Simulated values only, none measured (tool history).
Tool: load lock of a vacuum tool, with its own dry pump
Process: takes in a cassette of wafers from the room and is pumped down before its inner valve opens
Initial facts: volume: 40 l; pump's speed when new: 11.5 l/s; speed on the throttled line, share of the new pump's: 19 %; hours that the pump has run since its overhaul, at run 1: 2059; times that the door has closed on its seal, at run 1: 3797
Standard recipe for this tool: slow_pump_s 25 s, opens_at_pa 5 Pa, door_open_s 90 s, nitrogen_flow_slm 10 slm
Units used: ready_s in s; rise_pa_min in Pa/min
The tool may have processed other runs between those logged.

run	hour	slow_pump_s	opens_at_pa	door_open_s	nitrogen_flow_slm	hours that the pump has run since its overhaul	times that the door has closed on its seal	incoming humidity of the room's air, %	ready_s	rise_pa_min
1	0	25	5	90	10	2059	3797	43.8	57.2	0.046
2	89.2	25	5	90	10	2148	3901	46.7	56.8	0.048
3	169.5	25	5	90	10	2228	3994	41.6	56.8	0.05
4	296.9	25	5	90	38	2356	4143	44.6	56.9	0.033
5	384.1	25	5	90	38	2443	4244	41	57.7	0.033
6	515	25	5	90	38	2574	4396	47	57.2	0.031
7	610	25	5	90	38	2669	4507	47.8	56.7	0.039
8	750.3	25	5	90	38	2809	4670	45.9	57.1	0.033
9	887.6	39	5	90	10	2946	4830	48.6	68.4	0.057
10	978.7	39	5	221	10	3038	4936	47.8	68.1	0.082
11	1086.5	39	5	221	10	3145	5061	44.3	68.8	0.078
12	1229.1	39	5	221	10	3288	5227	49.4	68.5	0.087
13	1322.5	39	5	221	10	3381	5336	45.3	68.3	0.081
14	1397.2	25	5	132	10	3456	5423	42.4	56.9	0.058
15	1511.7	25	5	132	10	3571	5556	42.8	57.4	0.062
16	1618.4	25	5	132	10	3677	5680	47.1	57.3	0.063
17	1731.3	25	5	90	10	3790	5811	43.7	57.6	0.048
18	1877.7	18	5	90	10	3937	5982	43.4	51.6	0.053
19	2010.5	25	9	90	10	4069	6136	44.2	55.2	0.054
20	2151.2	25	6	40	10	4210	6300	45.8	56.2	0.039
21	2223.2	41	5	26	40	4282	6384	47	70.1	0.025
22	2295.5	19	5	69	6	4354	6468	43.8	52.8	0.049
23	2364.2	14	8	62	30	4423	6548	45.7	46.4	0.035
24	2435.2	50	5	195	15	4494	6630	43.1	77.3	0.07
25	2555.8	25	6	90	10	4615	6771	47.2	56.3	0.053
26	2655.8	15	5	90	10	4715	6887	40.7	49.6	0.05
27	2733.9	31	6	90	20	4793	6978	41.6	61.3	0.044
28	2816.1	32	5	90	22	4875	7074	48.4	63.4	0.055
29	2898.7	14	5	187	20	4958	7170	43.2	48.7	0.066
30	3035.7	14	7	217	20	5095	7329	45.4	47.3	0.075
31	3183.6	25	4	90	15	5242	7501	43	58.6	0.05
32	3322.7	15	5	116	9	5382	7663	48.6	49.5	0.062
33	3387	15	5	116	19	5446	7738	46.6	49.8	0.056
34	3496.8	15	5	116	19	5556	7866	46.8	49.4	0.059
35	3617.6	15	5	116	19	5676	8006	45.3	49.9	0.056
36	3680.9	15	5	116	19	5740	8080	44	49.8	0.057
37	3801.7	25	5	215	7	5861	8220	45.6	57.9	0.094

Forecast each of these 3 alternatives for the next run:
A	3878.3	25	8	161	32	5937	8310	44.9	?	?
B	3878.3	17	5	90	4	5937	8310	43.5	?	?
C	3878.3	25	8	90	14	5937	8310	42.6	?	?

run	ready_s	rise_pa_min
A	55.9	0.047
B	50.9	0.063
C	55.8	0.053
What these runs would have given with no unlogged condition in the tool:
run	ready_s	rise_pa_min
A	53.7	0.032
B	48.5	0.048
C	53.6	0.038
